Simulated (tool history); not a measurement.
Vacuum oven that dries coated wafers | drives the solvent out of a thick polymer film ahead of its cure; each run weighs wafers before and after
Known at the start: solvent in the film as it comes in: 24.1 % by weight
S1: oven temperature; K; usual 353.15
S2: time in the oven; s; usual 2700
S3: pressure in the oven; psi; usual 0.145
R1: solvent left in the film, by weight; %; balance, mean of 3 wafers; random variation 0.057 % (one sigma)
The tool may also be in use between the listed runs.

| run | hour | S1 | S2 | S3 | R1 |
|---|---|---|---|---|---|
| 1 | 0 | 353.15 | 2700 | 0.145 | 3.34 |
| 2 | 24.9 | 353.15 | 2160 | 0.145 | 4.05 |
| 3 | 72.4 | 353.15 | 2160 | 0.145 | 4.26 |
| 4 | 98.8 | 363.15 | 2700 | 0.145 | 1.77 |
| 5 | 146.1 | 353.15 | 2700 | 0.274 | 5.19 |
| 6 | 184.7 | 352.15 | 3960 | 0.181 | 3.6 |
| 7 | 218.9 | 352.15 | 3960 | 0.181 | 3.65 |
| 8 | 268.8 | 352.15 | 3960 | 0.181 | 3.58 |
| 9 | 296.2 | 340.15 | 2700 | 0.102 | 8.01 |
| 10 | 322 | 342.15 | 1500 | 0.145 | 11.19 |

Measured less the same run without the tool's hidden state. The same run-to-run variation is in both; the gauge's scatter may not be:
The hidden state here: true wafer temperature over the reading, C; true pressure over the reading, kPa; drift of the gauge itself on solvent_pct, %.
| run | R1 |
|---|---|
| 1 | +0.76 |
| 2 | +0.78 |
| 3 | +0.82 |
| 4 | +0.54 |
| 5 | +0.87 |
| 6 | +0.89 |
| 7 | +0.93 |
| 8 | +0.95 |
| 9 | +1.43 |
| 10 | +1.18 |
